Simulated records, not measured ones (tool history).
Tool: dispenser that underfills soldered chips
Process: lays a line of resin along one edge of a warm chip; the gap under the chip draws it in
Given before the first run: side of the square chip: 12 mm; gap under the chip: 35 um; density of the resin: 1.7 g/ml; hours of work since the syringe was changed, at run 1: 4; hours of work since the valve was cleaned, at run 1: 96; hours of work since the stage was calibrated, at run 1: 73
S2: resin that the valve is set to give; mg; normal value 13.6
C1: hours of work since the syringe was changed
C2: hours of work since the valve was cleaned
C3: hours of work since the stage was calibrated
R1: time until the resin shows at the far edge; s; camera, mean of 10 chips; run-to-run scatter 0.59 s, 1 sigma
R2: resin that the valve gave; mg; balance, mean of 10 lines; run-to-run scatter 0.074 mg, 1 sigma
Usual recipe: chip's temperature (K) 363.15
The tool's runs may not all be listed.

run 1 day=0.000 | chip's_temperature_(K)=363.15 S2=13.6 | C1=4 C2=96 C3=73 | R1=69.1 R2=12.80
-- day=0.217 new syringe of resin
run 2 day=0.233 | chip's_temperature_(K)=363.15 S2=13.6 | C1=0 C2=100 C3=77 | R1=52.7 R2=12.76
run 3 day=0.442 | chip's_temperature_(K)=363.15 S2=13.6 | C1=4 C2=103 C3=80 | R1=68.7 R2=12.61
-- day=0.658 new syringe of resin
run 4 day=0.775 | chip's_temperature_(K)=363.15 S2=13.6 | C1=2 C2=108 C3=85 | R1=59.1 R2=12.69
-- day=1.096 new syringe of resin
run 5 day=1.138 | chip's_temperature_(K)=363.15 S2=14.5 | C1=1 C2=114 C3=91 | R1=53.0 R2=13.52
run 6 day=1.383 | chip's_temperature_(K)=363.15 S2=14.5 | C1=5 C2=118 C3=95 | R1=72.5 R2=13.34
-- day=1.562 new syringe of resin
run 7 day=1.650 | chip's_temperature_(K)=363.15 S2=14.5 | C1=1 C2=122 C3=99 | R1=56.0 R2=13.37
-- day=2.033 new syringe of resin
run 8 day=2.125 | chip's_temperature_(K)=376.15 S2=13.6 | C1=1 C2=129 C3=107 | R1=35.2 R2=12.44
-- day=2.496 new syringe of resin
-- day=2.638 dispensing valve cleaned and set on the balance
run 9 day=2.650 | chip's_temperature_(K)=377.15 S2=17.4 | C1=2 C2=0 C3=114 | R1=32.9 R2=17.46
-- day=3.004 new syringe of resin
run 10 day=3.058 | chip's_temperature_(K)=368.15 S2=13.2 | C1=1 C2=7 C3=120 | R1=45.2 R2=13.09
-- day=3.454 new syringe of resin
run 11 day=3.483 | chip's_temperature_(K)=360.15 S2=16.5 | C1=0 C2=13 C3=127 | R1=58.8 R2=16.43
run 12 day=3.804 | chip's_temperature_(K)=351.15 S2=17.0 | C1=6 C2=18 C3=132 | R1=126.0 R2=16.76
-- day=3.896 new syringe of resin
run 13 day=4.146 | chip's_temperature_(K)=364.15 S2=13.2 | C1=4 C2=24 C3=137 | R1=68.3 R2=13.00
-- day=4.346 new syringe of resin
run 14 day=4.592 | chip's_temperature_(K)=364.15 S2=13.2 | C1=4 C2=30 C3=144 | R1=66.5 R2=12.87
-- day=4.804 new syringe of resin
run 15 day=4.867 | chip's_temperature_(K)=350.15 S2=16.2 | C1=1 C2=35 C3=148 | R1=88.5 R2=15.73
run 16 day=5.092 | chip's_temperature_(K)=350.15 S2=16.2 | C1=5 C2=38 C3=152 | R1=117.9 R2=15.95

Take each entry between the runs: how does the hidden state at the last listed run before it differ from the hidden state at the first listed run after it?
From run 1 to run 2: new syringe of resin (day 0.217)
  resin's viscosity, % of fresh resin's: 133.4 -> 101.2; dose that the valve gives, % of what is set: 93.79 -> 93.59; true chip temperature over the reading, C: -0.08 -> -0.06
  measured result minus the result with no hidden state, R1: +17.9 -> +1.2 s; R2: -0.84 -> -0.87 mg
From run 3 to run 4: new syringe of resin (day 0.658)
  resin's viscosity, % of fresh resin's: 130.6 -> 113.9; dose that the valve gives, % of what is set: 93.36 -> 93.03; true chip temperature over the reading, C: -0.04 -> -0.02
  measured result minus the result with no hidden state, R1: +16.6 -> +7.7 s; R2: -0.90 -> -0.94 mg
From run 4 to run 5: new syringe of resin (day 1.096)
  resin's viscosity, % of fresh resin's: 113.9 -> 104.3; dose that the valve gives, % of what is set: 93.03 -> 92.63; true chip temperature over the reading, C: -0.02 -> 0.01
  measured result minus the result with no hidden state, R1: +7.7 -> +2.6 s; R2: -0.94 -> -1.07 mg
From run 6 to run 7: new syringe of resin (day 1.562)
  resin's viscosity, % of fresh resin's: 141.5 -> 111.7; dose that the valve gives, % of what is set: 92.36 -> 92.11; true chip temperature over the reading, C: 0.03 -> 0.06
  measured result minus the result with no hidden state, R1: +21.7 -> +6.2 s; R2: -1.11 -> -1.15 mg
From run 7 to run 8: new syringe of resin (day 2.033)
  dose that the valve gives, % of what is set: 92.11 -> 91.62; true chip temperature over the reading, C: 0.06 -> 0.09
  measured result minus the result with no hidden state, R1: +6.2 -> +4.0 s; R2: -1.15 -> -1.13 mg
From run 8 to run 9: new syringe of resin (day 2.496); dispensing valve cleaned and set on the balance (day 2.638)
  resin's viscosity, % of fresh resin's: 111.7 -> 113.3; dose that the valve gives, % of what is set: 91.62 -> 100.1; true chip temperature over the reading, C: 0.09 -> 0.13
  measured result minus the result with no hidden state, R1: +4.0 -> +3.7 s; R2: -1.13 -> +0.02 mg
From run 9 to run 10: new syringe of resin (day 3.004)
  resin's viscosity, % of fresh resin's: 113.3 -> 107; dose that the valve gives, % of what is set: 100.1 -> 99.7; true chip temperature over the reading, C: 0.13 -> 0.17
  measured result minus the result with no hidden state, R1: +3.7 -> +2.7 s; R2: +0.02 -> -0.04 mg
From run 10 to run 11: new syringe of resin (day 3.454)
  resin's viscosity, % of fresh resin's: 107 -> 104.4; dose that the valve gives, % of what is set: 99.7 -> 99.22; true chip temperature over the reading, C: 0.17 -> 0.2
  measured result minus the result with no hidden state, R1: +2.7 -> +2.0 s; R2: -0.04 -> -0.13 mg
From run 12 to run 13: new syringe of resin (day 3.896)
  resin's viscosity, % of fresh resin's: 154.9 -> 136; dose that the valve gives, % of what is set: 98.83 -> 98.44; true chip temperature over the reading, C: 0.23 -> 0.26
  measured result minus the result with no hidden state, R1: +43.7 -> +17.6 s; R2: -0.20 -> -0.20 mg
From run 13 to run 14: new syringe of resin (day 4.346)
  resin's viscosity, % of fresh resin's: 136 -> 136.3; dose that the valve gives, % of what is set: 98.44 -> 97.98; true chip temperature over the reading, C: 0.26 -> 0.3
  measured result minus the result with no hidden state, R1: +17.6 -> +17.5 s; R2: -0.20 -> -0.26 mg
From run 14 to run 15: new syringe of resin (day 4.804)
  resin's viscosity, % of fresh resin's: 136.3 -> 105.5; dose that the valve gives, % of what is set: 97.98 -> 97.71; true chip temperature over the reading, C: 0.3 -> 0.32
  measured result minus the result with no hidden state, R1: +17.5 -> +3.5 s; R2: -0.26 -> -0.37 mg

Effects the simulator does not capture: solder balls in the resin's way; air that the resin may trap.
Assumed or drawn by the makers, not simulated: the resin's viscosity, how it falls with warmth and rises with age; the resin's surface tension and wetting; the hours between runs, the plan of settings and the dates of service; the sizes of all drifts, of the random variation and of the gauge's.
